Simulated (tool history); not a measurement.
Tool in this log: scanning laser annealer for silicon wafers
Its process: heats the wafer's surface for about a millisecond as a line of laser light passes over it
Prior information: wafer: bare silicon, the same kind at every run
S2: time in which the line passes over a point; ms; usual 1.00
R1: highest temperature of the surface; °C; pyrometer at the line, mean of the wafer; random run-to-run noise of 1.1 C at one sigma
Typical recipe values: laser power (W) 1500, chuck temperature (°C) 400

run 1 hour=0.0 | laser_power_(W)=1500 S2=1.00 chuck_temperature_(°C)=400 | R1=1131
run 2 hour=10.2 | laser_power_(W)=1500 S2=1.00 chuck_temperature_(°C)=400 | R1=1132
run 3 hour=17.4 | laser_power_(W)=1500 S2=0.78 chuck_temperature_(°C)=400 | R1=1051
run 4 hour=29.1 | laser_power_(W)=1500 S2=1.00 chuck_temperature_(°C)=400 | R1=1130
run 5 hour=39.7 | laser_power_(W)=1500 S2=1.00 chuck_temperature_(°C)=400 | R1=1131
run 6 hour=49.5 | laser_power_(W)=1500 S2=1.00 chuck_temperature_(°C)=400 | R1=1131
run 7 hour=60.1 | laser_power_(W)=1500 S2=1.00 chuck_temperature_(°C)=400 | R1=1131
run 8 hour=70.7 | laser_power_(W)=1500 S2=1.00 chuck_temperature_(°C)=400 | R1=1130
run 9 hour=75.8 | laser_power_(W)=1500 S2=1.00 chuck_temperature_(°C)=400 | R1=1131
run 10 hour=86.9 | laser_power_(W)=1500 S2=1.00 chuck_temperature_(°C)=400 | R1=1129
run 11 hour=94.3 | laser_power_(W)=1500 S2=1.00 chuck_temperature_(°C)=400 | R1=1131
run 12 hour=106.1 | laser_power_(W)=1500 S2=1.00 chuck_temperature_(°C)=400 | R1=1130
run 13 hour=112.6 | laser_power_(W)=1454 S2=1.10 chuck_temperature_(°C)=418 | R1=1152
run 14 hour=121.4 | laser_power_(W)=1454 S2=1.10 chuck_temperature_(°C)=418 | R1=1153
-- hour=129.6 window over the wafer cleaned
run 15 hour=130.0 | laser_power_(W)=1500 S2=1.11 chuck_temperature_(°C)=371 | R1=1140
run 16 hour=139.6 | laser_power_(W)=1500 S2=0.72 chuck_temperature_(°C)=375 | R1=999
run 17 hour=149.9 | laser_power_(W)=1500 S2=0.72 chuck_temperature_(°C)=375 | R1=1001
run 18 hour=161.5 | laser_power_(W)=1500 S2=0.72 chuck_temperature_(°C)=375 | R1=1002
run 19 hour=167.2 | laser_power_(W)=1500 S2=0.72 chuck_temperature_(°C)=375 | R1=1003
run 20 hour=172.9 | laser_power_(W)=1500 S2=0.72 chuck_temperature_(°C)=375 | R1=1003

Alternative continuations, all from the tool just after run 20; predict every row:
run A hour=181.5 | laser_power_(W)=1309 S2=1.00 chuck_temperature_(°C)=411 | R1=?
run B hour=181.5 | laser_power_(W)=1426 S2=0.79 chuck_temperature_(°C)=375 | R1=?
run C hour=181.5 | laser_power_(W)=1422 S2=0.72 chuck_temperature_(°C)=375 | R1=?
run D hour=181.5 | laser_power_(W)=1374 S2=1.09 chuck_temperature_(°C)=400 | R1=?

run=A R1=1026
run=B R1=989
run=C R1=960
run=D R1=1083
Without the tool's hidden state the same runs would have given:
run=A R1=1026
run=B R1=989
run=C R1=960
run=D R1=1083
